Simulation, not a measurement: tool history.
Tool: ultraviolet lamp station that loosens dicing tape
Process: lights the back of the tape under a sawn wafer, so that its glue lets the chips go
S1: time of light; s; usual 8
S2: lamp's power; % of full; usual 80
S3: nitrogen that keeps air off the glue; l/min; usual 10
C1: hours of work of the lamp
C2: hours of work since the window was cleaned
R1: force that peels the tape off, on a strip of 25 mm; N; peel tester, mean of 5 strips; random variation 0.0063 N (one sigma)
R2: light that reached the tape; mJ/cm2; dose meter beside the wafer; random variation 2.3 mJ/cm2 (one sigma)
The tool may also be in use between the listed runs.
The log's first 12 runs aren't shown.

run     day  S1  S2  S3   C1   C2     R1   R2
 13   5.183   8  80   4  167  517  0.415  196
 14   5.633   8  80   4  173  523  0.414  196
 15   6.208   8  80   4  181  531  0.433  192
      6.262  -- window cleaned of glue's vapour
 16   6.779   8  80  10  188    7  0.249  193
 17   7.288   8  80  10  194   13  0.252  191
      7.354  -- window cleaned of glue's vapour, once more
 18   7.825   8  80  10  201    6  0.231  205
 19   8.100   8  80  10  205   10  0.213  206
 20   8.579   8  80  10  211   16  0.225  202
 21   8.846   8  80  10  214   19  0.219  204
 22   9.383   8  80  10  222   27  0.232  202
 23   9.929  15  80  10  229   34  0.110  378
 24  10.383  15  80  10  235   40  0.131  373
 25  10.867   9  80  10  241   46  0.194  227

Run 26 comes next. What will it give?
 26  11.129  12  80  10  244  49   ?   ?

{"run 26": {"R1": 0.143, "R2": 300}}
Without the tool's hidden state the same run would have given R1 0.133 N, R2 338 mJ/cm2.
